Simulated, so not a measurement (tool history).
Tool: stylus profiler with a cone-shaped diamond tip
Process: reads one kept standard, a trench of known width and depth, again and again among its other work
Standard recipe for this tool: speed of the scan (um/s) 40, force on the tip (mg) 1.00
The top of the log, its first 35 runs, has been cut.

| run | day | speed of the scan (um/s) | force on the tip (mg) | scans with this tip | hours of work since the height scale was calibrated | depth of the trench (nm) | width of the trench's floor (µm) |
|---|---|---|---|---|---|---|---|
| 36 | 59.971 | 15 | 0.36 | 15656 | 445 | 200.30 | 16.00 |
| 37 | 61.183 | 11 | 0.37 | 15848 | 467 | 200.36 | 16.00 |
| 38 | 63.429 | 16 | 2.60 | 16203 | 507 | 201.84 | 15.99 |
| 39 | 65.054 | 44 | 2.33 | 16461 | 536 | 201.65 | 15.85 |
| 40 | 66.467 | 25 | 1.35 | 16684 | 561 | 201.26 | 15.94 |
| 41 | 67.542 | 75 | 1.00 | 16855 | 580 | 200.85 | 15.62 |
| 42 | 69.629 | 13 | 1.16 | 17186 | 617 | 201.01 | 15.96 |
| 43 | 71.083 | 13 | 1.16 | 17416 | 642 | 200.85 | 15.90 |
| 44 | 72.800 | 121 | 1.00 | 17688 | 673 | 200.75 | 15.34 |
| 45 | 74.846 | 32 | 0.85 | 18012 | 709 | 200.80 | 15.74 |

4 options for the next run, each taken on its own from the tool as it stands now. Forecast them:
| A | 76.438 | 148 | 0.36 | 18264 | 737 | ? | ? |
| B | 76.438 | 89 | 0.91 | 18264 | 737 | ? | ? |
| C | 76.438 | 58 | 2.37 | 18264 | 737 | ? | ? |
| D | 76.438 | 93 | 0.85 | 18264 | 737 | ? | ? |

| run | depth of the trench (nm) | width of the trench's floor (µm) |
|---|---|---|
| A | 200.19 | 14.59 |
| B | 200.69 | 15.42 |
| C | 201.74 | 15.76 |
| D | 200.59 | 15.42 |
With no hidden state in the tool, these same runs would have given:
| run | depth of the trench (nm) | width of the trench's floor (µm) |
|---|---|---|
| A | 200.58 | 15.85 |
| B | 201.08 | 16.68 |
| C | 202.13 | 17.02 |
| D | 200.98 | 16.68 |
